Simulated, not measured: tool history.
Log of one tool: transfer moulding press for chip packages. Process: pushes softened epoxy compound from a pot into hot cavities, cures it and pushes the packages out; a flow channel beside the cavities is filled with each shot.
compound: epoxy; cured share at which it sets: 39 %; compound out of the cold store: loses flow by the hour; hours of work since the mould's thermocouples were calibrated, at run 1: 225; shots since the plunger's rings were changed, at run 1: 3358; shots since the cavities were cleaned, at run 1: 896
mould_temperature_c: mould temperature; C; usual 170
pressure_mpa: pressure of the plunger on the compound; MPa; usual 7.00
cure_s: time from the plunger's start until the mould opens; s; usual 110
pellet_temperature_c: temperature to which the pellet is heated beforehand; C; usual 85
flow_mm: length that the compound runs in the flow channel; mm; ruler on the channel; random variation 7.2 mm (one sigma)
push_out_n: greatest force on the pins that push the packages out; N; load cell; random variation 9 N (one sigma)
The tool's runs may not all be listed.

run     day  mould_temperature_c  pressure_mpa  cure_s  pellet_temperature_c  hours of work since the mould's thermocouples were calibrated  shots since the plunger's rings were changed  shots since the cavities were cleaned  incoming compound's hours out of the cold store  flow_mm  push_out_n
  1   0.000                  170          7.00     110                    85                                                            225                                          3358                                    896                                             38.1      776         396
      0.821  -- cavities cleaned with cleaning compound and waxed
  2   0.975                  170          7.00     110                    85                                                            237                                          3562                                     34                                             10.6      836         401
  3   1.371                  170          7.00     110                    85                                                            243                                          3650                                    122                                             43.0      767         379
  4   2.225                  173          7.00     110                    85                                                            255                                          3842                                    314                                             20.0      803         355
  5   2.783                  173          7.00     110                    85                                                            263                                          3968                                    440                                             29.8      776         350
  6   3.312                  173          7.00     110                    85                                                            270                                          4086                                    558                                             32.1      765         342
  7   3.800                  173          7.00      91                    85                                                            277                                          4195                                    667                                             10.1      836         477
  8   4.279                  173          7.00      91                    85                                                            283                                          4302                                    774                                             16.1      822         475
  9   5.050                  173          7.00      91                    85                                                            294                                          4475                                    947                                             37.2      754         439
      5.696  -- cavities cleaned with cleaning compound and waxed
 10   5.825                  173          7.00      91                    85                                                            304                                          4635                                     29                                             19.2      800         462
 11   6.388                  170          7.00     110                    85                                                            312                                          4761                                    155                                             17.1      832         403
 12   7.254                  170          7.00     110                    85                                                            324                                          4955                                    349                                             13.4      823         421
      7.888  -- plunger's sealing rings changed
 13   8.083                  170          7.00     110                    85                                                            334                                            44                                    512                                             10.1      830         422
 14   8.658                  170          7.00     110                    85                                                            342                                           173                                    641                                             47.1      763         390
 15   9.462                  170          7.00     123                    85                                                            353                                           353                                    821                                             13.4      826         349
 16  10.050                  170          7.00     123                    85                                                            361                                           485                                    953                                             22.1      819         343
 17  10.462                  170          5.26     132                    85                                                            367                                           577                                   1045                                             37.7      670         336
     10.617  -- cavities cleaned with cleaning compound and waxed
 18  11.488                  170          7.00     105                    87                                                            380                                           793                                    195                                             41.2      768         433
 19  12.217                  170          7.00     110                    92                                                            391                                           956                                    358                                             17.6      827         397
 20  13.062                  169          7.00     137                    84                                                            402                                          1145                                    547                                             16.6      836         327
 21  13.925                  169          6.84     137                    89                                                            414                                          1339                                    741                                             37.2      771         331
 22  14.704                  169          7.64     122                    89                                                            425                                          1513                                    915                                             47.8      796         357
 23  15.100                  169          7.64     122                    89                                                            431                                          1602                                   1004                                             43.1      807         366
     15.462  -- cavities cleaned with cleaning compound and waxed
 24  15.875                  170          5.82     110                    76                                                            440                                          1762                                     92                                             36.0      716         396
 25  16.396                  177          5.87     110                    85                                                            448                                          1878                                    208                                             44.1      671         327
 26  17.162                  177          5.69     110                    85                                                            458                                          2050                                    380                                             39.8      671         314
 27  17.583                  177          5.69     127                    83                                                            464                                          2145                                    475                                             42.1      661         306
 28  18.246                  177          5.69     127                    83                                                            473                                          2293                                    623                                             11.3      735         330

3 ways to go on from here, each from the tool as it stands after run 28. What would each give?
  A  18.971                  176          5.69     142                    79                                                            484                                          2456                                    786                                             16.6        ?           ?
  B  18.971                  177          5.69     127                    88                                                            484                                          2456                                    786                                             11.1        ?           ?
  C  18.971                  170          7.00     110                    95                                                            484                                          2456                                    786                                             12.2        ?           ?

run  flow_mm  push_out_n
  A      706         304
  B      725         303
  C      830         405
Without the tool's hidden state the same runs would have given:
run  flow_mm  push_out_n
  A      706         302
  B      725         301
  C      830         402

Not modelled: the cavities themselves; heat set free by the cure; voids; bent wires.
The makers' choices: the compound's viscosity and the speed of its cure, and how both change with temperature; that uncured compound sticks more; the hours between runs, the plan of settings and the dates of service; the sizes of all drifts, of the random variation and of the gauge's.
